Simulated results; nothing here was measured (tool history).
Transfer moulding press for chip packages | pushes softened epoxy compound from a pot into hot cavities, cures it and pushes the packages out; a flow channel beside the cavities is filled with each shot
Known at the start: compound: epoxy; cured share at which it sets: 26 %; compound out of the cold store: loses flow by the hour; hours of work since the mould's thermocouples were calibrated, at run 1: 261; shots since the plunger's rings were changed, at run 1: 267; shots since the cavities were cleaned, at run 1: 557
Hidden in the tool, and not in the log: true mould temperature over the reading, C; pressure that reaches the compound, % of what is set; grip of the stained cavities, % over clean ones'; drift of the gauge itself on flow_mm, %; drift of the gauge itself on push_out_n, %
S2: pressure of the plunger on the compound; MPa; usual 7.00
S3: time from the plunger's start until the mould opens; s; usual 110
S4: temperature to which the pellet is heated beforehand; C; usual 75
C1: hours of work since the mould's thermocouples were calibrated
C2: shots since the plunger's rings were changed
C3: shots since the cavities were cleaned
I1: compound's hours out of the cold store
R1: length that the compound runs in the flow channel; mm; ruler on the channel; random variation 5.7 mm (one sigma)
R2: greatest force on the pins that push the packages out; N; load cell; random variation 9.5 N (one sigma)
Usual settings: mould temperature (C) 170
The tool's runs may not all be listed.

{"run": 1, "hour": 0.0, "mould temperature (C)": 170, "S2": 7.0, "S3": 110, "S4": 75, "C1": 261, "C2": 267, "C3": 557, "I1": 27.5, "R1": 643, "R2": 603}
{"run": 2, "hour": 7.0, "mould temperature (C)": 170, "S2": 7.0, "S3": 110, "S4": 75, "C1": 265, "C2": 334, "C3": 624, "I1": 25.2, "R1": 648, "R2": 606}
{"run": 3, "hour": 17.9, "mould temperature (C)": 170, "S2": 7.0, "S3": 108, "S4": 75, "C1": 272, "C2": 439, "C3": 729, "I1": 38.2, "R1": 617, "R2": 615}
{"hour": 23.1, "done": "cavities cleaned with cleaning compound and waxed"}
{"run": 4, "hour": 29.3, "mould temperature (C)": 170, "S2": 7.0, "S3": 108, "S4": 75, "C1": 278, "C2": 535, "C3": 60, "I1": 19.8, "R1": 671, "R2": 478}
{"run": 5, "hour": 39.1, "mould temperature (C)": 177, "S2": 7.0, "S3": 108, "S4": 75, "C1": 284, "C2": 630, "C3": 155, "I1": 27.5, "R1": 618, "R2": 389}
{"run": 6, "hour": 46.1, "mould temperature (C)": 177, "S2": 7.0, "S3": 108, "S4": 75, "C1": 288, "C2": 698, "C3": 223, "I1": 37.1, "R1": 599, "R2": 403}
{"run": 7, "hour": 52.6, "mould temperature (C)": 177, "S2": 7.0, "S3": 108, "S4": 75, "C1": 292, "C2": 760, "C3": 285, "I1": 24.1, "R1": 625, "R2": 428}
{"run": 8, "hour": 59.7, "mould temperature (C)": 177, "S2": 7.0, "S3": 108, "S4": 75, "C1": 296, "C2": 829, "C3": 354, "I1": 36.9, "R1": 593, "R2": 438}
{"run": 9, "hour": 65.9, "mould temperature (C)": 170, "S2": 7.0, "S3": 106, "S4": 75, "C1": 300, "C2": 890, "C3": 415, "I1": 40.1, "R1": 611, "R2": 607}
{"run": 10, "hour": 71.7, "mould temperature (C)": 170, "S2": 7.0, "S3": 110, "S4": 73, "C1": 303, "C2": 946, "C3": 471, "I1": 38.3, "R1": 611, "R2": 589}
{"run": 11, "hour": 77.4, "mould temperature (C)": 171, "S2": 7.0, "S3": 110, "S4": 75, "C1": 307, "C2": 1001, "C3": 526, "I1": 32.6, "R1": 627, "R2": 560}
{"run": 12, "hour": 88.6, "mould temperature (C)": 171, "S2": 7.0, "S3": 110, "S4": 75, "C1": 314, "C2": 1109, "C3": 634, "I1": 32.7, "R1": 617, "R2": 571}
{"run": 13, "hour": 98.9, "mould temperature (C)": 163, "S2": 7.0, "S3": 110, "S4": 75, "C1": 320, "C2": 1209, "C3": 734, "I1": 47.8, "R1": 602, "R2": 1016}
{"hour": 103.6, "done": "cavities cleaned with cleaning compound and waxed"}
{"run": 14, "hour": 109.0, "mould temperature (C)": 170, "S2": 7.0, "S3": 110, "S4": 75, "C1": 325, "C2": 1292, "C3": 52, "I1": 47.7, "R1": 580, "R2": 450}
{"run": 15, "hour": 114.7, "mould temperature (C)": 170, "S2": 7.0, "S3": 110, "S4": 75, "C1": 329, "C2": 1347, "C3": 107, "I1": 15.4, "R1": 680, "R2": 493}
{"run": 16, "hour": 119.9, "mould temperature (C)": 170, "S2": 7.0, "S3": 110, "S4": 75, "C1": 332, "C2": 1397, "C3": 157, "I1": 28.7, "R1": 641, "R2": 506}
{"run": 17, "hour": 129.8, "mould temperature (C)": 170, "S2": 7.0, "S3": 110, "S4": 77, "C1": 338, "C2": 1493, "C3": 253, "I1": 26.5, "R1": 628, "R2": 535}
{"run": 18, "hour": 134.5, "mould temperature (C)": 173, "S2": 7.0, "S3": 110, "S4": 71, "C1": 341, "C2": 1538, "C3": 298, "I1": 34.7, "R1": 618, "R2": 465}
{"run": 19, "hour": 144.2, "mould temperature (C)": 173, "S2": 7.0, "S3": 110, "S4": 71, "C1": 347, "C2": 1632, "C3": 392, "I1": 12.7, "R1": 660, "R2": 489}
{"run": 20, "hour": 153.5, "mould temperature (C)": 173, "S2": 7.0, "S3": 110, "S4": 71, "C1": 352, "C2": 1723, "C3": 483, "I1": 24.3, "R1": 630, "R2": 534}
{"run": 21, "hour": 159.9, "mould temperature (C)": 173, "S2": 7.0, "S3": 110, "S4": 71, "C1": 356, "C2": 1784, "C3": 544, "I1": 15.5, "R1": 660, "R2": 544}
{"run": 22, "hour": 164.9, "mould temperature (C)": 173, "S2": 7.0, "S3": 110, "S4": 71, "C1": 359, "C2": 1832, "C3": 592, "I1": 38.3, "R1": 597, "R2": 534}
{"run": 23, "hour": 170.6, "mould temperature (C)": 173, "S2": 7.0, "S3": 110, "S4": 71, "C1": 363, "C2": 1888, "C3": 648, "I1": 28.3, "R1": 613, "R2": 539}
{"run": 24, "hour": 176.7, "mould temperature (C)": 167, "S2": 7.0, "S3": 110, "S4": 69, "C1": 366, "C2": 1947, "C3": 707, "I1": 39.8, "R1": 603, "R2": 751}
{"hour": 183.6, "done": "cavities cleaned with cleaning compound and waxed"}
{"run": 25, "hour": 184.7, "mould temperature (C)": 168, "S2": 5.83, "S3": 102, "S4": 72, "C1": 370, "C2": 2009, "C3": 10, "I1": 25.2, "R1": 580, "R2": 586}
{"run": 26, "hour": 190.0, "mould temperature (C)": 168, "S2": 8.62, "S3": 107, "S4": 79, "C1": 373, "C2": 2061, "C3": 62, "I1": 11.4, "R1": 757, "R2": 586}
{"run": 27, "hour": 197.5, "mould temperature (C)": 164, "S2": 8.72, "S3": 111, "S4": 72, "C1": 378, "C2": 2134, "C3": 135, "I1": 18.4, "R1": 751, "R2": 776}
{"run": 28, "hour": 204.4, "mould temperature (C)": 172, "S2": 7.46, "S3": 110, "S4": 85, "C1": 382, "C2": 2200, "C3": 201, "I1": 8.6, "R1": 692, "R2": 467}

Forecast each of these 4 alternatives for the next run:
{"run": "A", "hour": 211.3, "mould temperature (C)": 170, "S2": 6.3, "S3": 110, "S4": 84, "C1": 386, "C2": 2267, "C3": 268, "I1": 11.5, "R1": "?", "R2": "?"}
{"run": "B", "hour": 211.3, "mould temperature (C)": 177, "S2": 7.0, "S3": 110, "S4": 78, "C1": 386, "C2": 2267, "C3": 268, "I1": 46.3, "R1": "?", "R2": "?"}
{"run": "C", "hour": 211.3, "mould temperature (C)": 167, "S2": 6.1, "S3": 110, "S4": 75, "C1": 386, "C2": 2267, "C3": 268, "I1": 29.0, "R1": "?", "R2": "?"}
{"run": "D", "hour": 211.3, "mould temperature (C)": 170, "S2": 7.0, "S3": 130, "S4": 74, "C1": 386, "C2": 2267, "C3": 268, "I1": 24.8, "R1": "?", "R2": "?"}

run=A R1=634 R2=529
run=B R1=558 R2=417
run=C R1=589 R2=664
run=D R1=633 R2=447
Without the tool's hidden state the same runs would have given:
run=A R1=664 R2=441
run=B R1=583 R2=331
run=C R1=616 R2=561
run=D R1=662 R2=360

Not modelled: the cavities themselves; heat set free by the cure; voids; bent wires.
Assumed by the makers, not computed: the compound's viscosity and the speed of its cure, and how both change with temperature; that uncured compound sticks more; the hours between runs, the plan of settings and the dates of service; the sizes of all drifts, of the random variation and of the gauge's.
